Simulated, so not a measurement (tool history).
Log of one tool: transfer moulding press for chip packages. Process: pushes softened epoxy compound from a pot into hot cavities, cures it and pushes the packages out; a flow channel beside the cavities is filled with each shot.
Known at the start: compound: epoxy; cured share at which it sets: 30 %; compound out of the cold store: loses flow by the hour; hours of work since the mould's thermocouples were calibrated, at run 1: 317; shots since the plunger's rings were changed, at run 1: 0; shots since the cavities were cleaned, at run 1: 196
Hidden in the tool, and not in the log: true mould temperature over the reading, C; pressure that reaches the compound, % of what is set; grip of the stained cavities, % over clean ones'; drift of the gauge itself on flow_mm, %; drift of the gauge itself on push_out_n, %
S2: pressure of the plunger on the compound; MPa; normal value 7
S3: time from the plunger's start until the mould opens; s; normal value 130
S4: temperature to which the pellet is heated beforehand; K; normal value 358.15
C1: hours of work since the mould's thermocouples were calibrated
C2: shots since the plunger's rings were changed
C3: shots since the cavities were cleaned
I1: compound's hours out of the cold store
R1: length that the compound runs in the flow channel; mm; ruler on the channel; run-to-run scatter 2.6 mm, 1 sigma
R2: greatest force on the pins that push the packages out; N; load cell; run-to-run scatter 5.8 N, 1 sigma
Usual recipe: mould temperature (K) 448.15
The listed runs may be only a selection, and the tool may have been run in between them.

run 1 hour=0 | mould_temperature_(K)=448.15 S2=7 S3=130 S4=358.15 | C1=317 C2=0 C3=196 | I1=26.6 | R1=655 R2=293
run 2 hour=17.7 | mould_temperature_(K)=448.15 S2=7 S3=130 S4=360.15 | C1=326 C2=116 C3=312 | I1=30.1 | R1=647 R2=333
run 3 hour=39 | mould_temperature_(K)=448.15 S2=7 S3=130 S4=358.15 | C1=336 C2=255 C3=451 | I1=35.4 | R1=631 R2=374
-- hour=45 cavities cleaned with cleaning compound and waxed
run 4 hour=53.5 | mould_temperature_(K)=448.15 S2=7 S3=130 S4=358.15 | C1=342 C2=340 C3=56 | I1=15.3 | R1=676 R2=403
run 5 hour=71.2 | mould_temperature_(K)=448.15 S2=7 S3=130 S4=358.15 | C1=350 C2=456 C3=172 | I1=37.5 | R1=621 R2=415
run 6 hour=82.8 | mould_temperature_(K)=448.15 S2=7 S3=130 S4=358.15 | C1=356 C2=531 C3=247 | I1=29.5 | R1=643 R2=406
run 7 hour=104.2 | mould_temperature_(K)=448.15 S2=7 S3=130 S4=358.15 | C1=366 C2=671 C3=387 | I1=21.4 | R1=660 R2=432
-- hour=120 cavities cleaned with cleaning compound and waxed
run 8 hour=121.9 | mould_temperature_(K)=448.15 S2=5.4 S3=130 S4=358.15 | C1=373 C2=777 C3=12 | I1=18.7 | R1=589 R2=207
-- hour=127.9 cavities cleaned with cleaning compound and waxed, once more
run 9 hour=135.8 | mould_temperature_(K)=448.15 S2=7 S3=130 S4=358.15 | C1=379 C2=858 C3=52 | I1=40.5 | R1=608 R2=216
run 10 hour=155.4 | mould_temperature_(K)=448.15 S2=7 S3=130 S4=351.15 | C1=388 C2=986 C3=180 | I1=25.9 | R1=649 R2=277
run 11 hour=167.1 | mould_temperature_(K)=448.15 S2=7 S3=130 S4=351.15 | C1=394 C2=1063 C3=257 | I1=10.8 | R1=683 R2=306
run 12 hour=186.9 | mould_temperature_(K)=448.15 S2=7 S3=130 S4=351.15 | C1=403 C2=1192 C3=386 | I1=16.9 | R1=668 R2=334
-- hour=202.8 cavities cleaned with cleaning compound and waxed
run 13 hour=207.3 | mould_temperature_(K)=448.15 S2=7 S3=130 S4=351.15 | C1=412 C2=1316 C3=29 | I1=44.4 | R1=601 R2=225
run 14 hour=222.5 | mould_temperature_(K)=448.15 S2=5.87 S3=130 S4=352.15 | C1=419 C2=1415 C3=128 | I1=47.3 | R1=543 R2=269

Expected results for the next run?
-- hour=230.5 mould's thermocouples calibrated
run 15 hour=240.7 | mould_temperature_(K)=448.15 S2=5.87 S3=130 S4=352.15 | C1=5 C2=1521 C3=234 | I1=9.6 | R1=? R2=?

Run 15 came out at R1 631 mm, R2 295 N.
Without the tool's hidden state the same run would have given R1 644 mm, R2 195 N.
